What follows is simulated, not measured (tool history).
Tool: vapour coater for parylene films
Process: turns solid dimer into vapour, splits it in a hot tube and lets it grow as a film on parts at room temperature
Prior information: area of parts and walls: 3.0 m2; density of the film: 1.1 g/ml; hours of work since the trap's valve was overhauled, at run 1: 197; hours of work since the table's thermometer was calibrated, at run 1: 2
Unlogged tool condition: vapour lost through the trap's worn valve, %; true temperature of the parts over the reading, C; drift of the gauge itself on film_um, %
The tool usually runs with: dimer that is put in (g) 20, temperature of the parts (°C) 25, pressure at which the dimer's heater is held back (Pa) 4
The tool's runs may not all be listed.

run   hour  dimer that is put in (g)  temperature of the parts (°C)  pressure at which the dimer's heater is held back (Pa)  hours of work since the trap's valve was overhauled  hours of work since the table's thermometer was calibrated  thickness of the film (nm)
  1      0                        20                             25                                                       4                                                  197                                                           2                        4660
  2   16.4                        20                             25                                                       4                                                  208                                                          12                        4630
  3   31.9                        15                             25                                                       4                                                  218                                                          22                        3510
  4   48.8                        15                             25                                                       4                                                  229                                                          33                        3450
  5   67.9                        13                             25                                                       4                                                  242                                                          46                        3000
  6   88.4                        13                             25                                                       4                                                  255                                                          59                        3000
  7  109.1                        20                             25                                                    2.29                                                  268                                                          73                        5150
  8  132.1                        20                             25                                                    2.29                                                  283                                                          88                        5200
  9  148.5                        20                             25                                                    2.29                                                  294                                                          98                        5190
 10  167.6                        20                             25                                                    2.29                                                  307                                                         111                        5140
 11  194.9                        20                             25                                                    7.03                                                  324                                                         129                        4070
 12  213.6                        20                             25                                                       4                                                  336                                                         141                        4560
 13  228.9                        11                             25                                                       4                                                  346                                                         151                        2520
 14  248.8                        11                             25                                                       4                                                  359                                                         164                        2500
       277  -- trap's valve overhauled
 15  280.7                        11                             25                                                       4                                                    2                                                         182                        2630
 16  302.8                        32                             25                                                       4                                                   17                                                         196                        7640
 17  328.8                        32                             25                                                       4                                                   34                                                         213                        7610
 18  352.3                        32                             34                                                       4                                                   49                                                         229                        6050
 19  364.7                        32                             34                                                       4                                                   57                                                         237                        6030
 20  381.1                        16                             18                                                    3.59                                                   68                                                         247                        4610
 21  397.6                        31                             33                                                    2.39                                                   79                                                         258                        6650
 22  414.1                        12                             27                                                    4.89                                                   89                                                         269                        2580
 23  428.7                        14                             19                                                       4                                                   99                                                         278                        3840
 24  455.5                        14                             19                                                       4                                                  116                                                         296                        3830
 25  475.7                        13                             33                                                   11.33                                                  129                                                         309                        2010
 26  488.1                        10                             30                                                    5.57                                                  137                                                         317                        1930
 27  505.6                         9                             26                                                       4                                                  149                                                         328                        2060
 28    531                         9                             26                                                    5.55                                                  165                                                         345                        1920
 29  552.2                        18                             26                                                    2.96                                                  179                                                         359                        4360
 30  572.7                        15                             32                                                    2.69                                                  193                                                         372                        3170
 31  585.6                        15                             32                                                    2.69                                                  201                                                         380                        3190
 32    606                        15                             32                                                    2.69                                                  214                                                         394                        3180
 33  631.1                        17                             35                                                       4                                                  231                                                         410                        3090
 34  643.5                        17                             35                                                       4                                                  239                                                         418                        3060
 35  667.8                        30                             26                                                       4                                                  255                                                         434                        6760
 36  693.4                        19                             28                                                   11.34                                                  271                                                         451                        3260
 37  717.5                        19                             28                                                   11.34                                                  287                                                         466                        3270
 38  739.7                        20                             17                                                    5.62                                                  301                                                         481                        5230

4 options for the next run, each taken on its own from the tool as it stands now. Forecast them:
  A   761                        20                             19                                                    2.91                                                  315                                                         495                           ?
  B   761                        20                             22                                                    2.58                                                  315                                                         495                           ?
  C   761                        29                             25                                                       4                                                  315                                                         495                           ?
  D   761                        13                             35                                                     9.8                                                  315                                                         495                           ?

run  thickness of the film (nm)
  A                        5740
  B                        5440
  C                        6670
  D                        1930
The same runs, with their run-to-run variation unchanged, on a tool lacking any hidden condition would have given:
run  thickness of the film (nm)
  A                        5940
  B                        5620
  C                        6890
  D                        1990
